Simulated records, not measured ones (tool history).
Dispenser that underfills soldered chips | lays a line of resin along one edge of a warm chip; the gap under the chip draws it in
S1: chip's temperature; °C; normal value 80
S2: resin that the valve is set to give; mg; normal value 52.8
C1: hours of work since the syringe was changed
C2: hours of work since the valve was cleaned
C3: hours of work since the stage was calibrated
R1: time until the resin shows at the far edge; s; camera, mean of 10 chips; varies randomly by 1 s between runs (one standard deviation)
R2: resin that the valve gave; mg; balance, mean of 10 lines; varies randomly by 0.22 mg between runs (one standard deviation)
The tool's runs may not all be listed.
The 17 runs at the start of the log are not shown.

run    day  S1    S2  C1   C2   C3     R1     R2
 18  5.588  89  52.8   6   79  105  108.7  48.64
 19  5.812  93  53.8  10   82  109  121.9  49.41
     5.938  -- new syringe of resin
 20  6.204  93  53.8   5   89  115   89.6  48.95
 21  6.454  93  53.8   9   93  120  117.5  48.53
     6.654  -- new syringe of resin
 22  6.721  91  53.2   1   98  124   75.2  47.69
 23  6.983  82  63.2   6  103  129  127.1  56.67
 24  7.296  66  47.5  11  108  134  306.4  42.36
     7.342  -- new syringe of resin
     7.467  -- dispensing valve cleaned and set on the balance
 25  7.558  73  68.5   3    2  138  141.4  68.68
 26  7.862  84  52.8   8    7  143  141.4  52.24
     8.079  -- new syringe of resin
 27  8.146  84  52.8   1   12  148   90.6  52.17

Expected results for the next run?
 28  8.429  88  56.2   6  17  153   ?   ?

R1: 112.7 s
R2: 55.01 mg
Were there no unlogged condition in the tool, this run, its random variation unchanged, would have produced R1 78.3 s, R2 55.99 mg.
